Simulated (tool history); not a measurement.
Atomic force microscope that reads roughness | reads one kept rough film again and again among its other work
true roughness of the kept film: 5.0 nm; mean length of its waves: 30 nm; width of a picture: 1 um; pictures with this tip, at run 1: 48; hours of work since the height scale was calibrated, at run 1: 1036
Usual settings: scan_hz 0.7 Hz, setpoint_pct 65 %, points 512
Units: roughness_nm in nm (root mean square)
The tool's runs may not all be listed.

run    hour  scan_hz  setpoint_pct  points  pictures with this tip  hours of work since the height scale was calibrated  roughness_nm
  1       0      0.7            65     512                      48                                                 1036         4.105
  2    52.9      0.7            65     512                     122                                                 1074         3.833
  3    99.1      0.7            65     512                     187                                                 1107         3.667
      121.7  -- new tip fitted
  4   147.5      0.7            65     512                      37                                                 1141         4.145
  5   171.4      0.7            65     512                      70                                                 1158         4.015
  6   211.3      0.7            74     512                     126                                                 1186         3.758
  7   250.1      0.7            65     512                     181                                                 1214         3.674
      275.8  -- new tip fitted
  8   287.1    0.565            65     512                      16                                                 1240         4.307
  9     345      0.7            62     512                      97                                                 1281         3.972
 10   384.3      0.7            65     512                     152                                                 1309         3.762
 11   420.8    3.426            65     512                     204                                                 1335         3.186
      433.6  -- new tip fitted
 12   469.8    3.426            65     512                      51                                                 1369         3.617
 13   495.2    1.223            65     512                      86                                                 1387         3.869
 14   546.9      0.7            65     512                     159                                                 1424         3.737
      590.5  -- new tip fitted
 15   597.5      0.7            65     512                       9                                                 1460          4.24
 16   623.6      0.7            57     512                      46                                                 1478         4.179
 17   673.8      0.7            65     895                     116                                                 1514          3.83
 18   727.6      0.7            65     512                     192                                                 1552         3.644
      746.5  -- new tip fitted
 19   774.4      0.7            65     512                      39                                                 1585         4.107
 20   821.4      0.7            65     512                     105                                                 1619         3.908
 21   848.3      0.7            65     503                     143                                                 1638         3.776
 22   892.2      0.7            65     503                     204                                                 1669         3.559
      902.5  -- new tip fitted
 23   923.5      0.7            65     512                      30                                                 1691         4.156
 24   968.9      0.7            65     512                      93                                                 1724         3.972
 25  1023.1      0.7            65     512                     170                                                 1762         3.673
 26  1052.2      0.7            65     512                     210                                                 1783         3.559
     1056.6  -- new tip fitted
 27  1085.7    2.046            65     595                      41                                                 1806           3.9
 28  1120.7    3.934            65     687                      90                                                 1831         3.469
 29    1152    0.587            56     941                     134                                                 1853         3.886
 30  1189.5    1.198            56     941                     186                                                 1880         3.666
       1211  -- new tip fitted
 31  1234.3    0.515            73     292                      33                                                 1912         4.095
 32    1272    0.515            73     292                      86                                                 1939           3.9
 33    1311    0.515            73     292                     140                                                 1966         3.719
 34  1346.3    1.554            66     440                     190                                                 1991         3.462
     1369.6  -- new tip fitted
 35  1392.1      0.7            65     961                      32                                                 2024          4.18
 36  1430.2     1.06            65     961                      85                                                 2051         3.902
 37  1467.2      0.7            76     528                     137                                                 2077         3.685
 38  1509.4    1.135            65     515                     196                                                 2107         3.511
     1525.1  -- new tip fitted
 39  1542.7    1.973            87     512                      24                                                 2130         3.303
 40  1573.9    0.987            65     748                      68                                                 2153         3.967
 41  1618.5    1.835            65     748                     131                                                 2184         3.609
 42  1656.1    2.083            78     579                     183                                                 2211         3.118
     1679.5  -- new tip fitted
 43  1714.3    2.826            68     576                      49                                                 2252         3.656
 44  1770.5     0.56            68     576                     127                                                 2292          3.86
 45  1805.4    0.878            69     335                     176                                                 2317         3.612
     1834.2  -- new tip fitted
 46  1834.2    0.976            56     257                       0                                                 2337         4.227
 47  1871.8    3.422            64     328                      53                                                 2364         3.574
 48  1896.6    1.411            61     328                      88                                                 2382         3.827
 49  1936.9    1.411            76     747                     144                                                 2410         3.455
 50  1969.6    2.193            85     375                     190                                                 2434         2.836
     1990.7  -- new tip fitted
 51  2002.1    2.193            85     375                      16                                                 2456         3.309

3 ways to go on from here, each from the tool as it stands after run 51. What would each give?
  A  2046.5    2.193            76     777                      79                                                 2488             ?
  B  2046.5      0.7            84     512                      79                                                 2488             ?
  C  2046.5    2.758            79     839                      79                                                 2488             ?

run  roughness_nm
  A         3.441
  B         3.755
  C         3.198
Without the tool's hidden state the same runs would have given:
run  roughness_nm
  A         3.753
  B         4.095
  C         3.488
